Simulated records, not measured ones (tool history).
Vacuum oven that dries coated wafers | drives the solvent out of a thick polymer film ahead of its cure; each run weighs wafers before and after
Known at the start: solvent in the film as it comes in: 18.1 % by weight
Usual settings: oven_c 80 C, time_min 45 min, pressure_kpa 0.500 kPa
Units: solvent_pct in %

run 1 day=0.000 | oven_c=80 time_min=45 pressure_kpa=0.500 | solvent_pct=2.24
run 2 day=1.204 | oven_c=80 time_min=45 pressure_kpa=0.500 | solvent_pct=2.30
run 3 day=2.438 | oven_c=80 time_min=45 pressure_kpa=0.542 | solvent_pct=2.31
run 4 day=4.008 | oven_c=80 time_min=45 pressure_kpa=0.542 | solvent_pct=2.26
run 5 day=4.908 | oven_c=80 time_min=45 pressure_kpa=0.500 | solvent_pct=2.22
run 6 day=5.888 | oven_c=80 time_min=45 pressure_kpa=0.500 | solvent_pct=2.20
run 7 day=7.283 | oven_c=80 time_min=45 pressure_kpa=0.500 | solvent_pct=2.26
run 8 day=8.538 | oven_c=80 time_min=45 pressure_kpa=0.500 | solvent_pct=2.27
run 9 day=9.604 | oven_c=80 time_min=45 pressure_kpa=0.588 | solvent_pct=2.23
run 10 day=11.162 | oven_c=80 time_min=45 pressure_kpa=0.588 | solvent_pct=2.27
run 11 day=12.733 | oven_c=80 time_min=45 pressure_kpa=0.588 | solvent_pct=2.27
run 12 day=13.592 | oven_c=80 time_min=45 pressure_kpa=0.588 | solvent_pct=2.25
run 13 day=14.575 | oven_c=80 time_min=45 pressure_kpa=0.588 | solvent_pct=2.30
run 14 day=16.008 | oven_c=80 time_min=45 pressure_kpa=0.271 | solvent_pct=2.04
run 15 day=17.100 | oven_c=80 time_min=45 pressure_kpa=0.630 | solvent_pct=2.23
run 16 day=18.279 | oven_c=80 time_min=45 pressure_kpa=0.630 | solvent_pct=2.26
run 17 day=19.883 | oven_c=80 time_min=45 pressure_kpa=0.500 | solvent_pct=2.07
run 18 day=21.046 | oven_c=80 time_min=45 pressure_kpa=0.500 | solvent_pct=2.23
run 19 day=22.904 | oven_c=80 time_min=45 pressure_kpa=0.500 | solvent_pct=2.18
run 20 day=24.683 | oven_c=80 time_min=45 pressure_kpa=0.500 | solvent_pct=1.69
run 21 day=26.000 | oven_c=80 time_min=45 pressure_kpa=0.500 | solvent_pct=1.68
run 22 day=26.971 | oven_c=80 time_min=45 pressure_kpa=0.500 | solvent_pct=1.67
run 23 day=28.479 | oven_c=80 time_min=51 pressure_kpa=0.500 | solvent_pct=1.36
run 24 day=29.388 | oven_c=80 time_min=45 pressure_kpa=0.500 | solvent_pct=1.63
run 25 day=30.829 | oven_c=80 time_min=38 pressure_kpa=0.500 | solvent_pct=2.18
run 26 day=32.533 | oven_c=94 time_min=43 pressure_kpa=0.500 | solvent_pct=0.29
run 27 day=34.046 | oven_c=83 time_min=53 pressure_kpa=1.027 | solvent_pct=1.21
run 28 day=35.808 | oven_c=83 time_min=53 pressure_kpa=0.752 | solvent_pct=1.83
run 29 day=36.800 | oven_c=87 time_min=45 pressure_kpa=0.500 | solvent_pct=1.36
run 30 day=38.196 | oven_c=80 time_min=55 pressure_kpa=0.500 | solvent_pct=2.49
run 31 day=38.988 | oven_c=80 time_min=55 pressure_kpa=0.500 | solvent_pct=2.37
run 32 day=40.446 | oven_c=79 time_min=27 pressure_kpa=0.664 | solvent_pct=6.04
run 33 day=41.700 | oven_c=79 time_min=27 pressure_kpa=0.664 | solvent_pct=6.05
run 34 day=42.900 | oven_c=80 time_min=70 pressure_kpa=1.351 | solvent_pct=2.37
run 35 day=44.021 | oven_c=84 time_min=34 pressure_kpa=0.500 | solvent_pct=2.84
run 36 day=44.783 | oven_c=80 time_min=26 pressure_kpa=0.369 | solvent_pct=5.51
run 37 day=46.046 | oven_c=80 time_min=31 pressure_kpa=0.369 | solvent_pct=4.71
run 38 day=47.888 | oven_c=80 time_min=31 pressure_kpa=0.369 | solvent_pct=4.70
run 39 day=49.483 | oven_c=81 time_min=24 pressure_kpa=0.417 | solvent_pct=5.49
run 40 day=51.104 | oven_c=65 time_min=40 pressure_kpa=0.276 | solvent_pct=9.70
run 41 day=52.379 | oven_c=65 time_min=27 pressure_kpa=0.276 | solvent_pct=11.22
run 42 day=53.975 | oven_c=65 time_min=39 pressure_kpa=0.276 | solvent_pct=9.72
run 43 day=55.267 | oven_c=65 time_min=39 pressure_kpa=0.276 | solvent_pct=9.76
run 44 day=56.671 | oven_c=80 time_min=37 pressure_kpa=0.286 | solvent_pct=3.68
run 45 day=57.529 | oven_c=68 time_min=23 pressure_kpa=1.748 | solvent_pct=11.62
run 46 day=58.742 | oven_c=87 time_min=66 pressure_kpa=1.748 | solvent_pct=1.59
run 47 day=59.762 | oven_c=87 time_min=66 pressure_kpa=1.748 | solvent_pct=1.63
run 48 day=60.812 | oven_c=87 time_min=48 pressure_kpa=1.245 | solvent_pct=1.72

Not shown: 2 entries that the log had between the listed runs. Between which runs, and how does the tool's hidden state differ before and after?
Between runs 19 and 20: oven's thermocouples calibrated (day 24.558)
  true wafer temperature over the reading, C: 3.04 -> 4.82; true pressure over the reading, kPa: 0.359 -> 0.37
  measured less the result without the state, solvent_pct: -0.70 -> -1.15 %
Between runs 27 and 28: oven's thermocouples calibrated, once more (day 35.517)
  true wafer temperature over the reading, C: 5.17 -> 0.06; true pressure over the reading, kPa: 0.434 -> 0.446
  measured less the result without the state, solvent_pct: -0.57 -> +0.31 %
